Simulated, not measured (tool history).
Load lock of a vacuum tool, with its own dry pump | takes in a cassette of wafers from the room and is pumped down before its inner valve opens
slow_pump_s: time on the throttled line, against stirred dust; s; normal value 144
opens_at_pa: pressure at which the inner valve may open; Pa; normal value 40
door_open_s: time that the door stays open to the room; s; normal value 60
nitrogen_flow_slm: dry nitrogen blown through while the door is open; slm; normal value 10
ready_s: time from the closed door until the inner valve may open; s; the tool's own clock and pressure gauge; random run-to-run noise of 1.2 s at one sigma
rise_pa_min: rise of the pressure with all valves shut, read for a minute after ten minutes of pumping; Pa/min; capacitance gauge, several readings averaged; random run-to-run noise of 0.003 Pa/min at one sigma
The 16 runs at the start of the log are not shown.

run	hour	slow_pump_s	opens_at_pa	door_open_s	nitrogen_flow_slm	hours that the pump has run since its overhaul	times that the door has closed on its seal	incoming humidity of the room's air, %	ready_s	rise_pa_min
17	1428.7	144	40	60	10	7533	11109	46.1	207.8	0.049
18	1525.1	144	40	64	10	7629	11499	44.4	206.6	0.044
19	1585	144	40	60	10	7689	11741	47.6	208.9	0.048
20	1675.2	144	40	60	10	7779	12106	45.9	206.9	0.046
21	1795.9	73	40	48	15	7900	12594	47.2	145	0.052
22	1890.7	144	55	60	18	7995	12978	42.2	203.2	0.05
23	1942.4	144	55	60	18	8046	13187	44.4	205	0.055
24	2058.9	144	48	32	18	8163	13658	46.7	203.2	0.049
25	2170.7	158	48	218	18	8275	14111	42	218.8	0.065
26	2267.3	260	49	60	10	8371	14501	45.6	306.1	0.057
27	2348.9	144	75	45	5	8453	14832	41.7	203.1	0.059
28	2461.1	97	49	60	8	8565	15285	45.5	166.4	0.066
29	2565.9	97	43	46	4	8670	15709	46.5	165.8	0.071
30	2665.5	200	45	46	4	8769	16112	48.2	257.1	0.067
31	2722.3	151	45	46	4	8826	16342	43.9	213	0.066
32	2816.5	107	40	60	10	8920	16723	47.1	175.9	0.066
33	2874.4	98	40	60	10	8978	16957	46	165.9	0.074
34	2924.7	144	40	60	44	9028	17161	44.2	207	0.069
35	3001.2	144	40	60	44	9105	17470	45	208.3	0.069
36	3052.3	144	40	60	44	9156	17677	45.1	206.4	0.064
37	3140	113	40	90	5	9244	18032	45.5	181.3	0.076

Each row is a separate what-if for the run after 37, all from the same tool condition, not one after another. Results?
A	3244.4	119	70	85	10	9348	18454	47.8	?	?
B	3244.4	191	55	38	5	9348	18454	43.7	?	?
C	3244.4	277	40	60	10	9348	18454	44.4	?	?
D	3244.4	167	61	112	10	9348	18454	45.7	?	?

run	ready_s	rise_pa_min
A	180.2	0.08
B	245.1	0.079
C	325.5	0.076
D	226.1	0.08
Stripped of hidden state, with their random variation kept, the same runs would have yielded:
run	ready_s	rise_pa_min
A	173	0.025
B	238.7	0.023
C	319.9	0.021
D	219.4	0.025
